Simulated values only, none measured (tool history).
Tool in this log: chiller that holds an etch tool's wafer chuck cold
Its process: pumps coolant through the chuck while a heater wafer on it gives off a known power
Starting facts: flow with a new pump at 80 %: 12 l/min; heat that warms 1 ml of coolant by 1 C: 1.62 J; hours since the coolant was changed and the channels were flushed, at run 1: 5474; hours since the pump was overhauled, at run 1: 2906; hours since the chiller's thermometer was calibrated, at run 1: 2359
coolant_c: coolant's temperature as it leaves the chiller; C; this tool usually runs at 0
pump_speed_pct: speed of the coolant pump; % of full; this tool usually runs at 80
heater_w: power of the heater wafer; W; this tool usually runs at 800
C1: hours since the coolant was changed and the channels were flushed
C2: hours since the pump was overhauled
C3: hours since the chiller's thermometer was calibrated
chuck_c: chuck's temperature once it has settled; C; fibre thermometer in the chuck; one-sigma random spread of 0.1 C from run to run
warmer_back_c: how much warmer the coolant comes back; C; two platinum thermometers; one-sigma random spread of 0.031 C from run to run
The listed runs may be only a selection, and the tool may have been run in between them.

run 1 hour=0 | coolant_c=0 pump_speed_pct=80 heater_w=800 | C1=5474 C2=2906 C3=2359 | chuck_c=5.8 warmer_back_c=2.47
run 2 hour=69.4 | coolant_c=0 pump_speed_pct=80 heater_w=800 | C1=5544 C2=2976 C3=2428 | chuck_c=5.8 warmer_back_c=2.49
run 3 hour=134.2 | coolant_c=0 pump_speed_pct=80 heater_w=757 | C1=5609 C2=3040 C3=2493 | chuck_c=5.4 warmer_back_c=2.34
-- hour=169.8 chiller's thermometer calibrated
run 4 hour=178.3 | coolant_c=0 pump_speed_pct=80 heater_w=757 | C1=5652 C2=3084 C3=9 | chuck_c=5.3 warmer_back_c=2.28
run 5 hour=252.5 | coolant_c=0 pump_speed_pct=80 heater_w=757 | C1=5726 C2=3158 C3=83 | chuck_c=5.5 warmer_back_c=2.32
run 6 hour=295.5 | coolant_c=0 pump_speed_pct=80 heater_w=757 | C1=5769 C2=3201 C3=126 | chuck_c=5.5 warmer_back_c=2.32
run 7 hour=370.5 | coolant_c=-3 pump_speed_pct=80 heater_w=800 | C1=5844 C2=3276 C3=201 | chuck_c=2.8 warmer_back_c=2.48
run 8 hour=419.4 | coolant_c=-2 pump_speed_pct=80 heater_w=800 | C1=5893 C2=3325 C3=250 | chuck_c=3.6 warmer_back_c=2.51
run 9 hour=466.1 | coolant_c=-2 pump_speed_pct=80 heater_w=800 | C1=5939 C2=3371 C3=296 | chuck_c=3.7 warmer_back_c=2.47
run 10 hour=525.7 | coolant_c=-2 pump_speed_pct=80 heater_w=800 | C1=5999 C2=3431 C3=356 | chuck_c=3.9 warmer_back_c=2.49
run 11 hour=612.6 | coolant_c=-2 pump_speed_pct=80 heater_w=800 | C1=6086 C2=3518 C3=443 | chuck_c=3.7 warmer_back_c=2.53
run 12 hour=648.8 | coolant_c=-2 pump_speed_pct=80 heater_w=800 | C1=6122 C2=3554 C3=479 | chuck_c=3.8 warmer_back_c=2.5
run 13 hour=720.9 | coolant_c=-9 pump_speed_pct=80 heater_w=800 | C1=6194 C2=3626 C3=551 | chuck_c=-3.3 warmer_back_c=2.45
run 14 hour=799.7 | coolant_c=-9 pump_speed_pct=80 heater_w=800 | C1=6273 C2=3705 C3=630 | chuck_c=-3.2 warmer_back_c=2.48
run 15 hour=882.7 | coolant_c=0 pump_speed_pct=80 heater_w=800 | C1=6356 C2=3788 C3=713 | chuck_c=5.6 warmer_back_c=2.47
run 16 hour=942.3 | coolant_c=0 pump_speed_pct=80 heater_w=800 | C1=6416 C2=3848 C3=772 | chuck_c=5.8 warmer_back_c=2.48
run 17 hour=1019.6 | coolant_c=0 pump_speed_pct=80 heater_w=1146 | C1=6493 C2=3925 C3=850 | chuck_c=8.4 warmer_back_c=3.52
run 18 hour=1061 | coolant_c=4 pump_speed_pct=79 heater_w=1146 | C1=6534 C2=3966 C3=891 | chuck_c=12.1 warmer_back_c=3.56
run 19 hour=1130.4 | coolant_c=0 pump_speed_pct=78 heater_w=517 | C1=6604 C2=4036 C3=961 | chuck_c=3.8 warmer_back_c=1.64
run 20 hour=1185.3 | coolant_c=-4 pump_speed_pct=80 heater_w=1017 | C1=6659 C2=4091 C3=1015 | chuck_c=3.2 warmer_back_c=3.17
run 21 hour=1247.3 | coolant_c=-4 pump_speed_pct=75 heater_w=1017 | C1=6721 C2=4153 C3=1077 | chuck_c=3.8 warmer_back_c=3.39
run 22 hour=1289.5 | coolant_c=6 pump_speed_pct=84 heater_w=426 | C1=6763 C2=4195 C3=1120 | chuck_c=9 warmer_back_c=1.24
run 23 hour=1357.3 | coolant_c=6 pump_speed_pct=84 heater_w=426 | C1=6831 C2=4263 C3=1187 | chuck_c=8.9 warmer_back_c=1.21
run 24 hour=1430.4 | coolant_c=6 pump_speed_pct=84 heater_w=426 | C1=6904 C2=4336 C3=1261 | chuck_c=9 warmer_back_c=1.24
run 25 hour=1502.4 | coolant_c=6 pump_speed_pct=84 heater_w=426 | C1=6976 C2=4408 C3=1333 | chuck_c=9 warmer_back_c=1.26
run 26 hour=1560.7 | coolant_c=-4 pump_speed_pct=84 heater_w=426 | C1=7034 C2=4466 C3=1391 | chuck_c=-1.1 warmer_back_c=1.24
run 27 hour=1597.3 | coolant_c=-4 pump_speed_pct=84 heater_w=426 | C1=7071 C2=4503 C3=1428 | chuck_c=-1 warmer_back_c=1.27
-- hour=1609.1 coolant changed, channels flushed
run 28 hour=1683.3 | coolant_c=-4 pump_speed_pct=84 heater_w=426 | C1=74 C2=4583 C3=1508 | chuck_c=-1.1 warmer_back_c=1.27
run 29 hour=1736.8 | coolant_c=0 pump_speed_pct=64 heater_w=809 | C1=128 C2=4636 C3=1561 | chuck_c=7 warmer_back_c=3.16
run 30 hour=1779.5 | coolant_c=0 pump_speed_pct=64 heater_w=809 | C1=170 C2=4679 C3=1604 | chuck_c=6.9 warmer_back_c=3.15
run 31 hour=1850.6 | coolant_c=-4 pump_speed_pct=80 heater_w=674 | C1=242 C2=4750 C3=1675 | chuck_c=0.9 warmer_back_c=2.1
run 32 hour=1902.6 | coolant_c=-4 pump_speed_pct=80 heater_w=674 | C1=293 C2=4802 C3=1727 | chuck_c=0.8 warmer_back_c=2.04

Consider 3 possible next runs. They are alternatives, not a sequence: every one starts from the tool as it was left by run 32. What does each give?
run A hour=1946.3 | coolant_c=-7 pump_speed_pct=85 heater_w=800 | C1=337 C2=4846 C3=1770 | chuck_c=? warmer_back_c=?
run B hour=1946.3 | coolant_c=-4 pump_speed_pct=80 heater_w=1107 | C1=337 C2=4846 C3=1770 | chuck_c=? warmer_back_c=?
run C hour=1946.3 | coolant_c=0 pump_speed_pct=87 heater_w=572 | C1=337 C2=4846 C3=1770 | chuck_c=? warmer_back_c=?

run=A chuck_c=-1.6 warmer_back_c=2.34
run=B chuck_c=3.9 warmer_back_c=3.41
run=C chuck_c=3.8 warmer_back_c=1.62
Had the tool no hidden state, the same runs would have come out as:
run=A chuck_c=-1.6 warmer_back_c=2.33
run=B chuck_c=3.8 warmer_back_c=3.41
run=C chuck_c=3.8 warmer_back_c=1.61
